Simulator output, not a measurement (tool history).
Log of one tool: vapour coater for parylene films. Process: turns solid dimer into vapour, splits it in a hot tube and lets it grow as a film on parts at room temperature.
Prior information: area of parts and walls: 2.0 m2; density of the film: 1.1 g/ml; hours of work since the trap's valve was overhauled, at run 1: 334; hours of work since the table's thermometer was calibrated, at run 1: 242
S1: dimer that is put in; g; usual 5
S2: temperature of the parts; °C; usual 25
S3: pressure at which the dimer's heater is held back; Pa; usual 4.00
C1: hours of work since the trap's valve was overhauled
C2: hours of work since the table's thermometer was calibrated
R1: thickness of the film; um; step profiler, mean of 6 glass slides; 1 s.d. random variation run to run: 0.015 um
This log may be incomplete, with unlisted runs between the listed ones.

run	day	S1	S2	S3	C1	C2	R1
1	0.000	5	25	4.00	334	242	1.47
2	3.008	5	25	4.00	379	287	1.47
3	4.400	5	25	4.00	400	308	1.42
# day 5.800: trap's valve overhauled
4	6.733	5	25	4.00	14	340	1.65
5	8.671	5	25	4.00	43	369	1.58
6	10.429	7	25	4.00	69	395	2.24
7	12.817	7	25	4.00	104	431	2.21
8	14.462	7	17	4.00	129	455	2.45
9	17.033	7	17	4.00	167	493	2.43
10	20.033	7	17	4.00	212	538	2.41
11	21.996	7	17	4.00	241	567	2.38
12	24.717	7	17	4.00	282	608	2.37
13	27.679	7	17	4.00	326	652	2.31
14	30.292	5	25	4.43	365	691	1.43
15	32.542	2	24	7.26	398	724	0.49
# day 34.017: trap's valve overhauled
16	34.842	5	24	7.26	12	756	1.45
17	37.533	8	17	11.88	52	796	2.27
18	39.021	8	19	7.47	74	818	2.44
19	40.546	6	18	3.52	97	841	2.18
20	42.800	6	18	3.52	131	875	2.13
21	45.604	6	18	3.52	172	916	2.13
22	48.762	6	18	3.52	220	963	2.05
23	50.142	5	36	3.64	240	984	1.30
24	52.633	5	36	3.64	277	1021	1.28
25	55.208	5	36	3.64	315	1059	1.25
26	56.612	5	30	2.90	336	1080	1.43
27	58.892	3	30	7.68	370	1114	0.70

Consider 5 possible next runs. They are alternatives, not a sequence: every one starts from the tool as it was left by run 27. What does each give?
A	61.783	2	22	5.74	413	1157	?
B	61.783	7	33	10.43	413	1157	?
C	61.783	2	25	4.95	413	1157	?
D	61.783	3	23	11.16	413	1157	?
E	61.783	3	22	6.00	413	1157	?

run	R1
A	0.56
B	1.40
C	0.53
D	0.70
E	0.82
With no hidden state in the tool, these same runs would have given:
run	R1
A	0.64
B	1.62
C	0.62
D	0.80
E	0.95

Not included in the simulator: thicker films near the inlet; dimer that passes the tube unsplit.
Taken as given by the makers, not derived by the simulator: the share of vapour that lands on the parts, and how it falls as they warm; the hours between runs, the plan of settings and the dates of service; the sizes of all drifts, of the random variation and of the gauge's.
